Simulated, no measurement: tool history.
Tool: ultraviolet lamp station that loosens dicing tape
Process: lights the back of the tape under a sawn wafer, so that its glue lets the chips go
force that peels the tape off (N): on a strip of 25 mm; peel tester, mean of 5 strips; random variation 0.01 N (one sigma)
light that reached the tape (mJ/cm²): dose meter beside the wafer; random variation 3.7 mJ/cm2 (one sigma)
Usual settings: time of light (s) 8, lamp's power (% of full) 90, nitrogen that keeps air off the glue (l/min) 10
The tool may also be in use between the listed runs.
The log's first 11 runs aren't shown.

| run | day | time of light (s) | lamp's power (% of full) | nitrogen that keeps air off the glue (l/min) | force that peels the tape off (N) | light that reached the tape (mJ/cm²) |
|---|---|---|---|---|---|---|
| 12 | 13.812 | 8 | 90 | 10 | 0.798 | 488 |
| 13 | 14.725 | 8 | 79 | 10 | 1.119 | 423 |
| 14 | 16.192 | 8 | 79 | 10 | 1.089 | 423 |
| 15 | 17.667 | 8 | 90 | 10 | 0.853 | 479 |
| 16 | 18.733 | 8 | 95 | 10 | 0.748 | 494 |
| 17 | 19.996 | 8 | 95 | 10 | 0.807 | 491 |
| 18 | 21.812 | 8 | 77 | 10 | 1.288 | 394 |
| 19 | 23.362 | 8 | 77 | 10 | 1.331 | 392 |
| 20 | 24.771 | 8 | 77 | 10 | 1.312 | 390 |

The next listed run, before its measurement:
| 21 | 25.800 | 8 | 77 | 3 | ? | ? |

{"run 21": {"force that peels the tape off (N)": 2.849, "light that reached the tape (mJ/cm²)": 388}}
Without the tool's hidden state the same run would have given force that peels the tape off (N) 1.760, light that reached the tape (mJ/cm²) 534.
